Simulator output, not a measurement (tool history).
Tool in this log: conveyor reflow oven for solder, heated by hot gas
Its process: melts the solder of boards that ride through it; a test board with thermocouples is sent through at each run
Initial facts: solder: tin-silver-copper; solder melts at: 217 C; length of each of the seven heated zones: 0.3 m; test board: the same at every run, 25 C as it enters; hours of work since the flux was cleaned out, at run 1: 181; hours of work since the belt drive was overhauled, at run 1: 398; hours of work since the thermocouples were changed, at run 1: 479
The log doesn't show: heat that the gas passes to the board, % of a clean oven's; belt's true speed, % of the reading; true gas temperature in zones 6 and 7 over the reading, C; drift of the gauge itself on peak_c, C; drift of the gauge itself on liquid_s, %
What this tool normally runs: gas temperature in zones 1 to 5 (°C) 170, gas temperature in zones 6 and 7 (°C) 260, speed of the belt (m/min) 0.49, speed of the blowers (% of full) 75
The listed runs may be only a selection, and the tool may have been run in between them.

| run | hour | gas temperature in zones 1 to 5 (°C) | gas temperature in zones 6 and 7 (°C) | speed of the belt (m/min) | speed of the blowers (% of full) | hours of work since the flux was cleaned out | hours of work since the belt drive was overhauled | hours of work since the thermocouples were changed | highest temperature of the board (°C) | time above the solder's melting point (s) |
|---|---|---|---|---|---|---|---|---|---|---|
| 1 | 0 | 170 | 260 | 0.49 | 75 | 181 | 398 | 479 | 241.9 | 44.9 |
| 2 | 15.2 | 170 | 260 | 0.49 | 75 | 191 | 408 | 488 | 241.9 | 44.5 |
|  | 25.2 | flux residue cleaned out of gas plates and filters |
| 3 | 34.3 | 170 | 260 | 0.49 | 75 | 6 | 417 | 497 | 243.5 | 46.7 |
| 4 | 50.1 | 170 | 260 | 0.49 | 75 | 16 | 427 | 507 | 243.4 | 46.9 |
| 5 | 65 | 170 | 260 | 0.49 | 75 | 25 | 437 | 517 | 243.9 | 47 |
| 6 | 77.9 | 170 | 260 | 0.49 | 75 | 34 | 445 | 525 | 243.6 | 46.5 |
| 7 | 96.3 | 170 | 260 | 0.49 | 75 | 45 | 457 | 537 | 243.7 | 46.6 |
| 8 | 117 | 170 | 260 | 0.49 | 75 | 59 | 470 | 550 | 243.1 | 46.4 |
| 9 | 137.1 | 170 | 260 | 0.49 | 75 | 72 | 483 | 563 | 243.3 | 46.6 |
| 10 | 152.4 | 170 | 260 | 0.49 | 75 | 81 | 493 | 573 | 243.4 | 46.2 |
| 11 | 170.4 | 170 | 260 | 0.415 | 75 | 93 | 504 | 584 | 248.7 | 61.5 |
| 12 | 185.3 | 170 | 260 | 0.415 | 75 | 102 | 514 | 594 | 248.1 | 61.6 |
| 13 | 199.7 | 170 | 260 | 0.415 | 75 | 112 | 523 | 603 | 248.3 | 61.3 |
| 14 | 216.3 | 170 | 260 | 0.49 | 52 | 122 | 533 | 614 | 235.8 | 35.8 |
| 15 | 228.5 | 170 | 260 | 0.49 | 52 | 130 | 541 | 621 | 236 | 36 |
| 16 | 244.8 | 170 | 260 | 0.49 | 65 | 140 | 552 | 632 | 240.4 | 42.6 |
| 17 | 263.7 | 174 | 260 | 0.57 | 75 | 152 | 564 | 644 | 238.4 | 35.4 |
| 18 | 277.5 | 174 | 260 | 0.57 | 75 | 161 | 573 | 653 | 238.4 | 35.1 |
| 19 | 297.7 | 174 | 260 | 0.57 | 75 | 174 | 585 | 666 | 238.2 | 34.8 |
| 20 | 312.6 | 174 | 266 | 0.483 | 75 | 184 | 595 | 675 | 248.8 | 53.3 |
|  | 334.2 | flux residue cleaned out of gas plates and filters |
| 21 | 334.2 | 171 | 255 | 0.404 | 78 | 0 | 606 | 686 | 245.9 | 62.6 |
| 22 | 355.6 | 171 | 271 | 0.458 | 78 | 14 | 619 | 699 | 256.7 | 61.8 |
|  | 361.5 | belt drive overhauled, speed set with a stopwatch |
| 23 | 380 | 171 | 271 | 0.439 | 75 | 27 | 12 | 712 | 257.5 | 65.6 |
| 24 | 390.1 | 163 | 260 | 0.49 | 77 | 33 | 18 | 719 | 243.3 | 44.9 |
| 25 | 405 | 163 | 259 | 0.484 | 77 | 43 | 28 | 728 | 242.7 | 45.6 |
| 26 | 428.1 | 170 | 260 | 0.441 | 82 | 57 | 43 | 743 | 248.5 | 59 |
| 27 | 443.6 | 170 | 260 | 0.441 | 82 | 67 | 52 | 753 | 248.4 | 59.1 |
| 28 | 466.6 | 170 | 260 | 0.393 | 51 | 82 | 67 | 768 | 244.6 | 59.9 |
| 29 | 477.1 | 170 | 256 | 0.393 | 51 | 89 | 74 | 775 | 240.9 | 56.1 |
|  | 491.3 | belt drive overhauled, speed set with a stopwatch, once more |
| 30 | 496.7 | 170 | 261 | 0.49 | 55 | 99 | 3 | 784 | 237.5 | 38.1 |
| 31 | 515.5 | 170 | 261 | 0.49 | 55 | 111 | 16 | 797 | 237.5 | 37.6 |
| 32 | 535.3 | 173 | 263 | 0.504 | 73 | 123 | 28 | 809 | 244.3 | 46 |

Below, some changes in highest temperature of the board (°C) between adjacent runs. For each, the amount present without the hidden state too (settings, incoming material, random variation) and the amount remaining for the hidden state with gauge scatter not shared by both compared results:
Run 2 -> 3: flux residue cleaned out of gas plates and filters. highest temperature of the board (°C) +1.6: hidden state +1.6, all else +0.
Run 13 -> 14: speed of the belt (m/min) 0.415 -> 0.49, speed of the blowers (% of full) 75 -> 52. highest temperature of the board (°C) -12.5: hidden state +0, all else -12.5.
Run 20 -> 21: gas temperature in zones 1 to 5 (°C) 174 -> 171, gas temperature in zones 6 and 7 (°C) 266 -> 255, speed of the belt (m/min) 0.483 -> 0.404, speed of the blowers (% of full) 75 -> 78, flux residue cleaned out of gas plates and filters. highest temperature of the board (°C) -2.9: hidden state +1.3, all else -4.2.
Run 21 -> 22: gas temperature in zones 6 and 7 (°C) 255 -> 271, speed of the belt (m/min) 0.404 -> 0.458. highest temperature of the board (°C) +10.8: hidden state +0.1, all else +10.7.
Run 23 -> 24: gas temperature in zones 1 to 5 (°C) 171 -> 163, gas temperature in zones 6 and 7 (°C) 271 -> 260, speed of the belt (m/min) 0.439 -> 0.49, speed of the blowers (% of full) 75 -> 77. highest temperature of the board (°C) -14.2: hidden state +0, all else -14.2.
Run 29 -> 30: gas temperature in zones 6 and 7 (°C) 256 -> 261, speed of the belt (m/min) 0.393 -> 0.49, speed of the blowers (% of full) 51 -> 55, belt drive overhauled, speed set with a stopwatch, once more. highest temperature of the board (°C) -3.4: hidden state -1.1, all else -2.3.
